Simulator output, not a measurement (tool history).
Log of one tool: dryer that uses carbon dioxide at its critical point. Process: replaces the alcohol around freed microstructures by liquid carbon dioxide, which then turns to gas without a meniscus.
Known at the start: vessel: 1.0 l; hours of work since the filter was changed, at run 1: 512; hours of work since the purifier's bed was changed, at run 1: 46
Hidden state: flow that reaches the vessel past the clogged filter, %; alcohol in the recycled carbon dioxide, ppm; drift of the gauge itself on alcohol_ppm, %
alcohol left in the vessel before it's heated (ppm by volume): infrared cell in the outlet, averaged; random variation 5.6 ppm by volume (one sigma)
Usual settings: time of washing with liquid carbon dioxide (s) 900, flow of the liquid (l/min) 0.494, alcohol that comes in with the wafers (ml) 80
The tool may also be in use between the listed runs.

run     day  time of washing with liquid carbon dioxide (s)  flow of the liquid (l/min)  alcohol that comes in with the wafers (ml)  hours of work since the filter was changed  hours of work since the purifier's bed was changed  alcohol left in the vessel before it's heated (ppm by volume)
  1       0                                             900                       0.494                                          80                                         512                                                  46                                                            345
  2   0.492                                             900                       0.494                                          80                                         517                                                  50                                                            331
  3   0.896                                             900                       0.494                                          80                                         520                                                  54                                                            337
  4   1.404                                             900                       0.494                                          80                                         524                                                  58                                                            336
  5   1.754                                             900                       0.494                                          58                                         527                                                  61                                                            254
  6   2.142                                             900                       0.744                                          80                                         531                                                  64                                                             48
  7   2.746                                             900                       0.744                                          80                                         536                                                  69                                                             44
  8     3.2                                             900                       0.744                                          80                                         540                                                  73                                                             34
  9   3.767                                             900                       0.433                                          80                                         545                                                  78                                                            669
 10   4.392                                             900                       0.433                                          80                                         550                                                  83                                                            682
      4.638  -- inlet filter changed
 11   4.933                                             900                       0.433                                          80                                           3                                                  88                                                            374
 12   5.558                                             900                       0.433                                          80                                           8                                                  93                                                            378
 13   6.142                                             900                       0.494                                          80                                          13                                                  98                                                            189
 14   6.742                                             900                       0.494                                          80                                          18                                                 103                                                            209
 15   7.054                                             900                       0.494                                          80                                          21                                                 106                                                            195
 16   7.708                                             900                       0.494                                          59                                          26                                                 111                                                            159
 17   8.125                                             900                       0.494                                          43                                          30                                                 115                                                            126
 18   8.646                                             900                       0.494                                          55                                          34                                                 120                                                            156
 19   9.225                                             900                       0.494                                          55                                          39                                                 124                                                            157
 20     9.6                                             900                       0.494                                          55                                          42                                                 128                                                            158
 21   9.904                                             900                       0.494                                          55                                          45                                                 130                                                            162
 22  10.446                                             900                       0.494                                          86                                          50                                                 135                                                            224
 23  10.883                                            1080                       0.494                                          80                                          53                                                 139                                                             83
 24  11.496                                            1080                       0.494                                          80                                          59                                                 144                                                             98
 25  12.162                                             900                       0.615                                          24                                          64                                                 150                                                             44
 26    12.8                                            1020                       0.725                                         108                                          70                                                 155                                                             45
 27  13.246                                            1320                       0.828                                         109                                          74                                                 159                                                             51
 28  13.883                                            1320                       0.832                                          55                                          79                                                 164                                                             33
 29    14.2                                            1320                       0.832                                          55                                          82                                                 167                                                             44
 30  14.654                                             840                       0.354                                          40                                          86                                                 171                                                            722
 31  15.067                                             840                       0.354                                          40                                          89                                                 174                                                            711
 32  15.725                                             900                       0.494                                          34                                          95                                                 180                                                            118
 33  16.046                                            1020                       0.485                                          80                                          98                                                 183                                                            150
 34  16.508                                             900                       0.835                                          98                                         102                                                 187                                                             53
 35  17.117                                             900                       0.364                                          80                                         107                                                 192                                                            971
 36  17.629                                            1140                       0.715                                          89                                         111                                                 196                                                             42
 37   17.95                                             840                       0.471                                          36                                         114                                                 199                                                            216
 38  18.504                                             840                       0.471                                          36                                         119                                                 204                                                            233
 39  18.825                                             840                       0.471                                          36                                         121                                                 207                                                            211
 40  19.175                                             720                        0.71                                          80                                         124                                                 210                                                            143
 41  19.462                                            1140                       0.399                                          26                                         127                                                 212                                                            108
 42  19.846                                            1380                        0.42                                          41                                         130                                                 215                                                             61
 43  20.483                                            1380                       0.606                                          41                                         136                                                 221                                                             54
 44  20.958                                            1380                       0.606                                          41                                         140                                                 225                                                             47
 45  21.238                                            1320                       0.494                                          80                                         142                                                 227                                                             69
 46   21.55                                            1320                       0.494                                          80                                         145                                                 230                                                             68

Measured less the same run without the tool's hidden state. The same run-to-run variation is in both; the gauge's scatter may not be:
run  alcohol left in the vessel before it's heated (ppm by volume)
  1                                                           +160
  2                                                           +161
  3                                                           +165
  4                                                           +165
  5                                                           +126
  6                                                            +28
  7                                                            +29
  8                                                            +30
  9                                                           +300
 10                                                           +309
 11                                                            +22
 12                                                            +24
 13                                                            +24
 14                                                            +27
 15                                                            +28
 16                                                            +29
 17                                                            +29
 18                                                            +32
 19                                                            +33
 20                                                            +33
 21                                                            +35
 22                                                            +41
 23                                                            +33
 24                                                            +35
 25                                                            +34
 26                                                            +34
 27                                                            +34
 28                                                            +33
 29                                                            +36
 30                                                            +85
 31                                                            +88
 32                                                            +47
 33                                                            +51
 34                                                            +40
 35                                                           +132
 36                                                            +42
 37                                                            +63
 38                                                            +66
 39                                                            +66
 40                                                            +59
 41                                                            +55
 42                                                            +49
 43                                                            +49
 44                                                            +47
 45                                                            +51
 46                                                            +53

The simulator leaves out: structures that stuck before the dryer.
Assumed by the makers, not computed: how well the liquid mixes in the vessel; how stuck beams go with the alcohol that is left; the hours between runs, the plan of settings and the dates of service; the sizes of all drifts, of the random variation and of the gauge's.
